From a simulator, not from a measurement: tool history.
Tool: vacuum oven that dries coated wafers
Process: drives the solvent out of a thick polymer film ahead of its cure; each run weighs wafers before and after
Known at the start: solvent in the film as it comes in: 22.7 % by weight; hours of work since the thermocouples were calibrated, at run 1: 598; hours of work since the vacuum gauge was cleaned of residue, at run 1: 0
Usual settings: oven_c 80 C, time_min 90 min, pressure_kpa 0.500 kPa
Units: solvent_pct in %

run,day,oven_c,time_min,pressure_kpa,hours of work since the thermocouples were calibrated,hours of work since the vacuum gauge was cleaned of residue,solvent_pct
1,0.000,80,90,0.500,598,0,0.89
2,2.300,80,90,0.500,626,28,0.86
3,4.488,80,90,0.500,653,55,0.90
4,7.504,80,90,0.500,690,92,0.88
5,10.408,80,90,0.500,725,127,0.90
6,13.604,71,90,0.500,764,166,3.48
7,15.508,80,90,0.500,788,189,0.93
8,18.650,80,90,0.500,826,228,0.89
9,21.033,80,90,0.500,855,257,0.85
10,22.571,80,127,0.500,874,275,0.49
11,25.217,95,83,0.298,906,308,0.15
12,28.492,95,83,0.298,946,348,0.12
13,31.300,92,48,0.500,980,382,0.50
14,32.767,78,48,0.640,998,400,3.93
15,34.758,90,158,0.500,1022,424,0.25
16,36.742,90,158,0.500,1047,448,0.25
17,38.271,90,158,0.500,1065,467,0.28

5 ways to go on from here, each from the tool as it stands after run 17. What would each give?
A,41.217,86,87,1.764,1101,503,?
B,41.217,73,90,0.934,1101,503,?
C,41.217,79,88,1.230,1101,503,?
D,41.217,85,158,0.500,1101,503,?
E,41.217,86,90,1.342,1101,503,?

run,solvent_pct
A,0.99
B,2.85
C,1.55
D,0.35
E,0.82
Without the tool's hidden state the same runs would have given:
run,solvent_pct
A,1.11
B,3.54
C,1.92
D,0.34
E,0.91

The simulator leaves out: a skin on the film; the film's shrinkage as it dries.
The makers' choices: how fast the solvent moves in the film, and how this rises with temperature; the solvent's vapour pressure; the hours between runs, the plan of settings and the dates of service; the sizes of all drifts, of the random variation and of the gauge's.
